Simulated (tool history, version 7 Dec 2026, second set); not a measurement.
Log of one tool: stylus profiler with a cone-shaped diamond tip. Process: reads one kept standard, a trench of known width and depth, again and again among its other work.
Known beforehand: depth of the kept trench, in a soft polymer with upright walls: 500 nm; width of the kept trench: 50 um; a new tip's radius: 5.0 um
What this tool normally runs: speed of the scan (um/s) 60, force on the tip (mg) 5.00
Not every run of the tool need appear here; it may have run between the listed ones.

| run | hour | speed of the scan (um/s) | force on the tip (mg) | depth of the trench (angstrom) | width of the trench's floor (um) |
|---|---|---|---|---|---|
| 1 | 0.0 | 60 | 5.00 | 5130.1 | 45.49 |
| 2 | 17.3 | 60 | 5.00 | 5132.1 | 45.47 |
| 3 | 31.2 | 60 | 5.00 | 5130.8 | 45.47 |
| 4 | 42.4 | 60 | 3.88 | 5110.3 | 45.44 |
| 5 | 54.4 | 60 | 8.68 | 5189.0 | 45.57 |
| 6 | 65.8 | 60 | 5.00 | 5131.0 | 45.52 |
| 7 | 75.1 | 60 | 5.00 | 5130.3 | 45.50 |
| 8 | 84.3 | 60 | 5.00 | 5131.4 | 45.56 |
| 9 | 96.1 | 60 | 5.00 | 5131.2 | 45.55 |
| 10 | 113.7 | 60 | 3.59 | 5103.8 | 45.47 |
| 11 | 126.8 | 60 | 3.59 | 5105.2 | 45.49 |
| 12 | 134.6 | 60 | 5.00 | 5130.6 | 45.52 |
| 13 | 150.7 | 60 | 5.00 | 5130.8 | 45.51 |
| 14 | 167.8 | 60 | 5.00 | 5130.1 | 45.52 |
| 15 | 178.8 | 60 | 5.00 | 5131.4 | 45.52 |
| 16 | 192.1 | 60 | 5.00 | 5130.2 | 45.50 |
| 17 | 206.8 | 60 | 5.00 | 5131.2 | 45.51 |
| 18 | 224.9 | 60 | 5.00 | 5130.8 | 45.52 |
| 19 | 242.3 | 60 | 5.00 | 5130.7 | 45.53 |
| 20 | 260.0 | 60 | 5.00 | 5130.8 | 45.44 |
| 21 | 268.3 | 60 | 3.96 | 5111.9 | 45.56 |
| 22 | 285.8 | 60 | 3.96 | 5112.7 | 45.49 |
| 23 | 294.2 | 27 | 12.74 | 5245.1 | 45.63 |
| 24 | 301.7 | 124 | 6.69 | 5159.0 | 45.38 |
| 25 | 318.2 | 124 | 6.69 | 5159.5 | 45.41 |
| 26 | 331.7 | 27 | 4.63 | 5124.6 | 45.59 |
| 27 | 339.9 | 161 | 4.66 | 5124.8 | 45.30 |
| 28 | 355.2 | 60 | 12.28 | 5238.4 | 45.54 |
| 29 | 370.3 | 192 | 5.43 | 5138.0 | 45.19 |

Forecast run 30:
| 30 | 386.4 | 192 | 5.43 | ? | ? |

{"run 30": {"depth of the trench (angstrom)": 5137.9, "width of the trench's floor (um)": 45.26}}
With no hidden state in the tool, this same run would have given depth of the trench (angstrom) 5137.9, width of the trench's floor (um) 45.26.
